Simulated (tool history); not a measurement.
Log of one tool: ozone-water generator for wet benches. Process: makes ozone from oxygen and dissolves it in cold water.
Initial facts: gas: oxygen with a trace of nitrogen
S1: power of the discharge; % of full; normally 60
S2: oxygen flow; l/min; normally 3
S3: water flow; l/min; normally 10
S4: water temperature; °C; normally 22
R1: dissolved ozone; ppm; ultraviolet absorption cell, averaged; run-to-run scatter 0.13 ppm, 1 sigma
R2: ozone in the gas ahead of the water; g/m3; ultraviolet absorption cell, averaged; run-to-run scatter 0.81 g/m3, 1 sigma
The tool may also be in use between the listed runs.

run 1 hour=0 | S1=60 S2=3 S3=10 S4=22 | R1=13.8 R2=127.5
run 2 hour=97.3 | S1=60 S2=3 S3=10 S4=22 | R1=13.4 R2=128.8
run 3 hour=244 | S1=60 S2=3 S3=10 S4=22 | R1=13.6 R2=128.9
run 4 hour=396.8 | S1=60 S2=3 S3=16 S4=22 | R1=9.6 R2=128.2
run 5 hour=513.4 | S1=60 S2=3 S3=10 S4=24 | R1=13.2 R2=127
run 6 hour=652.2 | S1=60 S2=3 S3=10 S4=24 | R1=13.1 R2=127.6
run 7 hour=803.1 | S1=60 S2=3 S3=10 S4=22 | R1=13.8 R2=128.8
run 8 hour=908.8 | S1=60 S2=3 S3=10 S4=22 | R1=13.3 R2=128.6
run 9 hour=1046.7 | S1=60 S2=3 S3=10 S4=22 | R1=13.6 R2=128.8
run 10 hour=1179 | S1=60 S2=3 S3=10 S4=22 | R1=13.6 R2=128.4
run 11 hour=1327.6 | S1=60 S2=3 S3=10 S4=22 | R1=13.4 R2=126.8
run 12 hour=1467 | S1=60 S2=3 S3=10 S4=22 | R1=13.7 R2=126.9
run 13 hour=1581.1 | S1=43 S2=3 S3=10 S4=22 | R1=10.4 R2=100.2
run 14 hour=1671.5 | S1=60 S2=3 S3=10 S4=22 | R1=13.7 R2=128.6
run 15 hour=1759.6 | S1=60 S2=3 S3=10 S4=22 | R1=13.5 R2=127.8
run 16 hour=1883.3 | S1=60 S2=3 S3=10 S4=22 | R1=13.6 R2=127.9
run 17 hour=2009.5 | S1=60 S2=3 S3=10 S4=22 | R1=13.5 R2=128.8
run 18 hour=2112.2 | S1=48 S2=2.31 S3=7 S4=19 | R1=15.5 R2=128.9
run 19 hour=2223.9 | S1=48 S2=2.31 S3=7 S4=19 | R1=15.5 R2=127.8
run 20 hour=2335.6 | S1=60 S2=1.61 S3=10 S4=22 | R1=14.2 R2=191.2
run 21 hour=2478.1 | S1=60 S2=1.61 S3=10 S4=22 | R1=14 R2=190.2
run 22 hour=2588.3 | S1=60 S2=1.61 S3=6 S4=22 | R1=20.1 R2=190.2
run 23 hour=2667 | S1=53 S2=2.27 S3=11 S4=15 | R1=12.8 R2=141.6
run 24 hour=2809.9 | S1=60 S2=2.83 S3=10 S4=25 | R1=12.8 R2=132.8
run 25 hour=2943.8 | S1=89 S2=2.83 S3=12 S4=25 | R1=15.5 R2=176.9
run 26 hour=3020.3 | S1=91 S2=4.01 S3=9 S4=23 | R1=18.2 R2=145.8
run 27 hour=3143 | S1=60 S2=3 S3=9 S4=30 | R1=12.6 R2=128.2
run 28 hour=3249.7 | S1=60 S2=3 S3=9 S4=30 | R1=12.3 R2=126.8
run 29 hour=3406.9 | S1=60 S2=3 S3=9 S4=30 | R1=12.3 R2=128.2
run 30 hour=3564 | S1=94 S2=4.29 S3=10 S4=15 | R1=20.1 R2=143.7
run 31 hour=3688.1 | S1=94 S2=3.98 S3=15 S4=17 | R1=15.2 R2=150.4
run 32 hour=3831.6 | S1=41 S2=3 S3=10 S4=22 | R1=10.2 R2=95.6

The log once held 1 entry between its listed runs, left out of this copy. Where does each go, and what is different about the tool's unlogged condition between the listed run before it and the listed run after it?
Run 9 -> run 10: water thermometer calibrated (hour 1085.4)
  nothing in the hidden state changes from one run to the other

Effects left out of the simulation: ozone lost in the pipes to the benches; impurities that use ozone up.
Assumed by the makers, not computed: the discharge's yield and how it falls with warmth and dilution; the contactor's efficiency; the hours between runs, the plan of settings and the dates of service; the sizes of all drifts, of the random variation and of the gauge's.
